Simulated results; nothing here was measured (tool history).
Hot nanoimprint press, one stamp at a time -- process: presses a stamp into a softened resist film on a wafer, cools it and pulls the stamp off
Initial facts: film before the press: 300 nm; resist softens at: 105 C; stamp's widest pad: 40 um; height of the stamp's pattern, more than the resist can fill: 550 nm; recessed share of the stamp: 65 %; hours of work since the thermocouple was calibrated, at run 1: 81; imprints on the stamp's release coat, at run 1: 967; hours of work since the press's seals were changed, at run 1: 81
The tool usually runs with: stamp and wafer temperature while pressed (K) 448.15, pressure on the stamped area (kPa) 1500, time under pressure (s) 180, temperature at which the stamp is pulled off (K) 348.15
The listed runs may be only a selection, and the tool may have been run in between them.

run,hour,stamp and wafer temperature while pressed (K),pressure on the stamped area (kPa),time under pressure (s),temperature at which the stamp is pulled off (K),hours of work since the thermocouple was calibrated,imprints on the stamp's release coat,hours of work since the press's seals were changed,resist left under the stamp's widest pad (Å),greatest force while the stamp is pulled off (N)
1,0.0,448.15,1500,180,348.15,81,967,81,1124,246
2,60.9,448.15,1500,180,346.15,128,1321,128,1113,260
# hour 86.1: stamp cleaned and given a new release coat
3,112.8,439.15,1500,180,346.15,163,155,163,1738,238
4,190.5,439.15,1500,180,346.15,222,607,222,1729,245
5,239.5,439.15,1500,180,346.15,260,891,260,1717,255
6,292.7,448.15,1500,180,348.15,300,1201,300,1109,247
# hour 332.3: stamp cleaned and given a new release coat
# hour 350.2: plate thermocouple calibrated
7,371.8,448.15,1500,180,348.15,17,212,354,1145,235
8,417.9,448.15,1500,180,348.15,52,479,389,1145,232
9,487.7,448.15,1500,180,348.15,105,885,442,1139,245
10,552.7,448.15,1530,180,348.15,155,1262,492,1126,250
# hour 584.7: stamp cleaned and given a new release coat
11,641.9,448.15,1250,180,348.15,218,332,555,1235,232
# hour 696.3: press's hydraulic seals changed and the load cell set to zero
12,697.7,448.15,1500,180,351.15,255,610,1,1099,218
13,765.7,448.15,1500,180,354.15,307,1005,53,1099,214
# hour 806.5: plate thermocouple calibrated
14,806.5,448.15,1500,180,354.15,0,1224,82,1142,224
# hour 845.3: stamp cleaned and given a new release coat
15,859.1,453.15,1170,180,354.15,36,80,117,1007,203
16,907.4,453.15,1170,180,354.15,72,361,154,1012,206
17,968.9,453.15,1170,180,354.15,119,718,201,1015,218
18,1020.3,448.15,1500,180,346.15,159,1016,240,1136,258
# hour 1092.9: stamp cleaned and given a new release coat
19,1103.3,448.15,1500,180,346.15,217,60,299,1127,231
20,1184.5,448.15,1500,180,346.15,279,532,361,1126,243
21,1253.9,448.15,1500,180,346.15,332,935,414,1119,257
# hour 1262.6: plate thermocouple calibrated
22,1298.4,448.15,1500,180,346.15,27,1176,446,1140,253
# hour 1344.7: stamp cleaned and given a new release coat
23,1367.4,448.15,1500,180,349.15,75,132,494,1133,224
24,1403.7,448.15,1500,180,349.15,103,343,522,1128,226
25,1447.4,441.15,1630,180,349.15,137,597,555,1542,235
# hour 1502.3: press's hydraulic seals changed and the load cell set to zero
26,1513.5,439.15,1500,180,337.15,181,934,9,1708,290
27,1569.3,448.15,1500,136,348.15,223,1258,51,1209,245
# hour 1601.1: stamp cleaned and given a new release coat
28,1635.3,455.15,1510,345,351.15,269,199,97,581,212

Predict each of these 5 candidate next runs independently; none follows another, all start after run 28:
A,1690.2,456.15,1150,180,348.15,311,518,139,?,?
B,1690.2,454.15,1500,180,348.15,311,518,139,?,?
C,1690.2,451.15,1560,180,348.15,311,518,139,?,?
D,1690.2,455.15,1510,243,351.15,311,518,139,?,?
E,1690.2,448.15,1490,180,348.15,311,518,139,?,?

run,resist left under the stamp's widest pad (Å),greatest force while the stamp is pulled off (N)
A,834,232
B,802,233
C,904,235
D,671,218
E,1080,239
Stripped of hidden state, with their random variation kept, the same runs would have yielded:
run,resist left under the stamp's widest pad (Å),greatest force while the stamp is pulled off (N)
A,871,226
B,838,227
C,945,229
D,701,212
E,1130,233
